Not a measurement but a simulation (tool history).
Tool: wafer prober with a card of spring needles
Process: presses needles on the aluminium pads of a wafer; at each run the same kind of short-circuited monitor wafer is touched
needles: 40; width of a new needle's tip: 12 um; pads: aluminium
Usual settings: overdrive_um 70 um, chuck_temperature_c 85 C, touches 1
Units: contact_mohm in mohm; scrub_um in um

run	hour	overdrive_um	chuck_temperature_c	touches	contact_mohm	scrub_um
1	0	70	85	1	211	15.51
# hour 5.2: tips cleaned on abrasive film
2	22.6	70	85	2	212	15.47
# hour 24.6: tips cleaned on abrasive film
# hour 45: tips cleaned on abrasive film
3	50.4	70	85	2	210	15.49
# hour 64: tips cleaned on abrasive film
4	78.2	70	85	2	212	15.48
# hour 81.5: height of the first contact set anew
# hour 84: tips cleaned on abrasive film
# hour 104.3: tips cleaned on abrasive film
5	105.2	70	85	2	210	15.41
# hour 124.3: tips cleaned on abrasive film
6	135.3	70	85	2	208	15.46
# hour 142.7: tips cleaned on abrasive film
7	152.4	70	85	2	209	15.45
# hour 163.7: tips cleaned on abrasive film
8	176.4	70	85	2	209	15.45
# hour 184.1: tips cleaned on abrasive film
# hour 202.8: tips cleaned on abrasive film
9	212.1	70	85	1	212	15.42
# hour 223.2: tips cleaned on abrasive film
10	235.3	70	85	1	208	15.56
# hour 243.2: tips cleaned on abrasive film
# hour 262.2: tips cleaned on abrasive film
11	266.3	70	85	1	212	15.4
# hour 269: height of the first contact set anew
# hour 283.5: tips cleaned on abrasive film
# hour 301.8: tips cleaned on abrasive film
12	301.8	70	38	1	201	15.42
13	319.9	70	37	1	200	15.4
# hour 323: tips cleaned on abrasive film
# hour 343: tips cleaned on abrasive film
14	352.1	70	85	2	209	15.47
# hour 362.6: tips cleaned on abrasive film
# hour 381.2: tips cleaned on abrasive film
15	381.2	69	85	1	210	15.16
# hour 401.1: tips cleaned on abrasive film
16	409.3	70	85	1	213	15.35
# hour 419.5: tips cleaned on abrasive film
17	426.5	71	51	1	202	15.67
# hour 439.4: tips cleaned on abrasive film
# hour 456.3: height of the first contact set anew
# hour 458.6: tips cleaned on abrasive film
18	460.9	83	85	2	212	18.22
# hour 477.5: tips cleaned on abrasive film
19	483.3	83	85	2	205	18.28
# hour 498.5: tips cleaned on abrasive film
20	515	65	101	1	215	14.26
# hour 518.4: tips cleaned on abrasive film
# hour 538.9: tips cleaned on abrasive film
21	543.6	82	84	2	206	17.97
# hour 558: tips cleaned on abrasive film
22	570.7	62	85	1	211	13.62
# hour 576.7: tips cleaned on abrasive film
# hour 595.8: tips cleaned on abrasive film
23	606.2	60	50	2	202	13.18
# hour 614.4: tips cleaned on abrasive film
# hour 635.3: tips cleaned on abrasive film
24	636.3	60	41	2	202	13.12
# hour 642.3: height of the first contact set anew
# hour 654.3: tips cleaned on abrasive film
25	654.3	73	34	2	200	15.95
# hour 673.9: tips cleaned on abrasive film
26	686.4	73	34	2	198	15.98
# hour 694.5: tips cleaned on abrasive film
# hour 715.6: tips cleaned on abrasive film
27	720.1	70	69	2	206	15.37
# hour 734.4: tips cleaned on abrasive film
28	743.3	56	61	2	206	12.25
# hour 754.4: tips cleaned on abrasive film
# hour 774.9: tips cleaned on abrasive film
29	776.9	81	85	2	209	17.73
# hour 793.2: tips cleaned on abrasive film
30	809.9	62	85	2	212	13.58
# hour 811.8: tips cleaned on abrasive film
# hour 829.6: height of the first contact set anew
# hour 831.7: tips cleaned on abrasive film
31	831.7	81	85	1	208	17.68

Forecast each of these 3 alternatives for the next run:
# hour 852.1: tips cleaned on abrasive film
A	866.7	81	33	1	?	?
# hour 852.1: tips cleaned on abrasive film
B	866.7	81	50	2	?	?
# hour 852.1: tips cleaned on abrasive film
C	866.7	70	32	1	?	?

run	contact_mohm	scrub_um
A	196	17.77
B	202	17.69
C	197	15.31
Without the tool's hidden state the same runs would have given:
run	contact_mohm	scrub_um
A	195	17.98
B	202	17.9
C	196	15.49
